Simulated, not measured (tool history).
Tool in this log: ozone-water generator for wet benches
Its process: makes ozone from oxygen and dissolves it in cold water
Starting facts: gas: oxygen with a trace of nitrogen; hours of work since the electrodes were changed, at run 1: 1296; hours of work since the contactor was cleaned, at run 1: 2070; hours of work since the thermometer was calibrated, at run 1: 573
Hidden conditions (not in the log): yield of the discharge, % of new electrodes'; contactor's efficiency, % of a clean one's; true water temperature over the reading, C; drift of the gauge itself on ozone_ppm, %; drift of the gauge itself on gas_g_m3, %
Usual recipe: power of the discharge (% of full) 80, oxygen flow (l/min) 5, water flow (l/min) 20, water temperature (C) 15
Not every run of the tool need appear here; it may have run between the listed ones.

run	hour	power of the discharge (% of full)	oxygen flow (l/min)	water flow (l/min)	water temperature (C)	hours of work since the electrodes were changed	hours of work since the contactor was cleaned	hours of work since the thermometer was calibrated	dissolved ozone (ppm)	ozone in the gas ahead of the water (g/m3)
1	0.0	80	5	20	15	1296	2070	573	12.9	137.0
2	53.3	80	5	20	15	1348	2122	626	13.0	135.7
# hour 101.8: contactor cleaned
3	153.8	80	5	20	15	1444	52	721	13.4	134.8
4	231.4	80	5	20	15	1521	129	798	13.2	134.5
5	326.6	80	5	20	15	1616	223	893	13.0	134.6
6	426.0	80	5	20	15	1714	322	991	13.0	132.4
7	542.1	80	5	20	15	1830	437	1107	12.9	131.2
8	606.1	80	5	20	15	1893	500	1170	12.6	130.4
9	701.8	80	5	20	11	1988	595	1265	13.2	128.7
10	812.2	80	5	20	11	2098	705	1375	13.0	130.6
11	881.9	80	5	20	11	2167	774	1444	12.9	129.2
12	978.1	80	5	20	15	2262	870	1539	12.0	127.3
13	1077.4	80	5	20	14	2361	968	1638	12.2	126.0
14	1170.0	72	5	20	15	2453	1060	1730	11.4	118.3
15	1247.2	72	5	20	15	2529	1137	1806	11.3	117.4
16	1356.4	80	5	20	15	2638	1245	1915	11.9	124.2

Run 17 is up next; what results do you expect?
17	1462.4	80	5	14	15	2743	1350	2020	?	?

Run 17 measured dissolved ozone (ppm) 15.7, ozone in the gas ahead of the water (g/m3) 121.9.
If the tool had no hidden condition, the same run with the same run-to-run variation would have returned dissolved ozone (ppm) 20.1, ozone in the gas ahead of the water (g/m3) 152.9.
